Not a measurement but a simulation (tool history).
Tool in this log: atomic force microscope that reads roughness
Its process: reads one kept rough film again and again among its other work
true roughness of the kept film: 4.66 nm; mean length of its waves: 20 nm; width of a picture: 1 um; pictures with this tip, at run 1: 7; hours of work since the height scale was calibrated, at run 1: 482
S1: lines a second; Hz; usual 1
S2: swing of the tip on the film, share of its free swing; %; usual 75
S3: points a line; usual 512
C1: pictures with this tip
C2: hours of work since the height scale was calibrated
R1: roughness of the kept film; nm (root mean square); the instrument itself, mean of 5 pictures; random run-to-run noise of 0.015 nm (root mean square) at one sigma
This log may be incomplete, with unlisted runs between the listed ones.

run   hour    S1  S2   S3  C1   C2     R1
  1      0     1  75  512   7  482  3.579
  2   38.3     1  75  512  37  498  3.302
  3   70.2     1  75  512  62  512  3.093
      75.5  -- new tip fitted
  4   98.5     1  75  512  18  524  3.438
  5  135.3     1  75  512  47  539  3.172
     162.7  -- new tip fitted
  6  177.3     1  58  512  11  557  3.528
  7  196.7     1  75  512  26  565  3.322
  8  237.1     1  75  283  58  583  2.956
     247.3  -- new tip fitted
  9  265.5     1  59  512  14  595  3.473
 10  286.3     1  59  512  30  604  3.302
 11  314.5   2.4  75  390  53  616  2.941
     333.8  -- new tip fitted
 12  335.4   2.4  59  390   2  624   3.59
 13  354.5  3.47  64  390  17  633  3.365
 14  378.1  1.32  64  820  35  643  3.315
 15  405.2  1.32  64  820  56  654  3.112
     417.4  -- new tip fitted
 16  425.4  1.32  64  820   6  663  3.563
 17  450.7  1.24  84  498  26  674  3.253
 18  478.8  0.57  71  512  48  686   3.17
     504.2  -- new tip fitted
 19  518.9   0.7  84  452  12  703  3.433

4 ways to go on from here, each from the tool as it stands after run 19. What would each give?
  A  559.6  1.92  75  512  44  720   ?
  B  559.6   0.7  83  452  44  720   ?
  C  559.6     1  70  512  44  720   ?
  D  559.6     1  69  667  44  720   ?

run     R1
  A  3.099
  B  3.172
  C  3.185
  D  3.203
What these runs would have given with no unlogged condition in the tool:
run     R1
  A  3.602
  B  3.686
  C  3.701
  D  3.722

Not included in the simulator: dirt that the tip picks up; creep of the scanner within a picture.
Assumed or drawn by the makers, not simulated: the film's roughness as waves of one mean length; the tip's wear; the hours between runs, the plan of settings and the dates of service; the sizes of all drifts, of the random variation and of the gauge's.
